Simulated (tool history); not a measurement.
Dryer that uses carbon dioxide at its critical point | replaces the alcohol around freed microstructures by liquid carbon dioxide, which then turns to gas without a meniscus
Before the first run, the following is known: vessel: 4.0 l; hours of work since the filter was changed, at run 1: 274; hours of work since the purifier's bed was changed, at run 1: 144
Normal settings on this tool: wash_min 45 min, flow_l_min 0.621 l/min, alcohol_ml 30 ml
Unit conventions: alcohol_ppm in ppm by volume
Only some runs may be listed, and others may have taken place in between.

run   hour  wash_min  flow_l_min  alcohol_ml  hours of work since the filter was changed  hours of work since the purifier's bed was changed  alcohol_ppm
  1    0.0        45       0.621          30                                         274                                                 144           31
  2   13.3        45       0.621          30                                         280                                                 150           34
  3   26.5        45       0.621          30                                         287                                                 157           25
  4   34.9        45       0.621          30                                         291                                                 161           44
  5   42.8        45       0.621          30                                         295                                                 165           35
  6   55.5        45       0.621          30                                         302                                                 172           35
  7   66.3        45       0.621          30                                         307                                                 177           45
  8   81.4        45       0.621          30                                         315                                                 185           41
  9   88.5        41       0.885          36                                         318                                                 188           32
 10  104.2        61       0.692          21                                         326                                                 196           26
 11  120.9        48       0.621          32                                         335                                                 205           43
 12  128.6        41       0.447          60                                         339                                                 209          297
 13  145.5        36       0.879          60                                         347                                                 217           42
 14  154.2        36       0.879          60                                         352                                                 222           45
     159.8  -- inlet filter changed
 15  167.2        36       0.879          60                                           4                                                 228           40

Predict each of these 5 candidate next runs independently; none follows another, all start after run 15:
  A  182.9        45       0.621          32                                          12                                                 236            ?
  B  182.9        45       0.403          30                                          12                                                 236            ?
  C  182.9        36       0.383          60                                          12                                                 236            ?
  D  182.9        50       0.586          30                                          12                                                 236            ?
  E  182.9        45       0.723          30                                          12                                                 236            ?

run  alcohol_ppm
  A           48
  B          133
  C          639
  D           38
  E           34
The same runs, with their run-to-run variation unchanged, on a tool lacking any hidden condition would have given:
run  alcohol_ppm
  A           19
  B          102
  C          601
  D            8
  E            4
